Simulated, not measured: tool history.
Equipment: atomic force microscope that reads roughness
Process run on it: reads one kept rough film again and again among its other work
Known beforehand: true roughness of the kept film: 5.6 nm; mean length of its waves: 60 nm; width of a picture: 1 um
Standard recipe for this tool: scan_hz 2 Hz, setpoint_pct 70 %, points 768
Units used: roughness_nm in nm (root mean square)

run 1 day=0 | scan_hz=2 setpoint_pct=70 points=768 | roughness_nm=4.664
run 2 day=0.262 | scan_hz=2 setpoint_pct=70 points=768 | roughness_nm=4.643
run 3 day=0.483 | scan_hz=2 setpoint_pct=70 points=681 | roughness_nm=4.657
run 4 day=0.783 | scan_hz=2 setpoint_pct=70 points=768 | roughness_nm=4.632
run 5 day=1.096 | scan_hz=2 setpoint_pct=70 points=768 | roughness_nm=4.613
run 6 day=1.417 | scan_hz=2 setpoint_pct=70 points=768 | roughness_nm=4.596
run 7 day=1.867 | scan_hz=2 setpoint_pct=70 points=768 | roughness_nm=4.585
run 8 day=2.312 | scan_hz=2 setpoint_pct=70 points=768 | roughness_nm=4.58
-- day=2.375 height scale calibrated on a step standard
run 9 day=2.717 | scan_hz=2 setpoint_pct=70 points=768 | roughness_nm=4.581
run 10 day=3.05 | scan_hz=2 setpoint_pct=70 points=875 | roughness_nm=4.516
run 11 day=3.262 | scan_hz=2.23 setpoint_pct=70 points=642 | roughness_nm=4.479
-- day=3.417 height scale calibrated on a step standard, once more
run 12 day=3.55 | scan_hz=2.23 setpoint_pct=87 points=299 | roughness_nm=3.857
run 13 day=3.838 | scan_hz=0.54 setpoint_pct=87 points=297 | roughness_nm=4.631
run 14 day=4.296 | scan_hz=0.54 setpoint_pct=87 points=297 | roughness_nm=4.622
run 15 day=4.608 | scan_hz=1.51 setpoint_pct=68 points=724 | roughness_nm=4.59
run 16 day=4.908 | scan_hz=1.51 setpoint_pct=68 points=724 | roughness_nm=4.579
run 17 day=5.296 | scan_hz=2.99 setpoint_pct=68 points=369 | roughness_nm=4.297
run 18 day=5.608 | scan_hz=2.99 setpoint_pct=68 points=369 | roughness_nm=4.249

Forecast each of these 3 alternatives for the next run:
run A day=5.962 | scan_hz=0.7 setpoint_pct=62 points=461 | roughness_nm=?
run B day=5.962 | scan_hz=2.99 setpoint_pct=84 points=396 | roughness_nm=?
run C day=5.962 | scan_hz=2.99 setpoint_pct=68 points=690 | roughness_nm=?

run=A roughness_nm=4.717
run=B roughness_nm=3.64
run=C roughness_nm=4.277
With no hidden state in the tool, these same runs would have given:
run=A roughness_nm=5.213
run=B roughness_nm=4.023
run=C roughness_nm=4.727
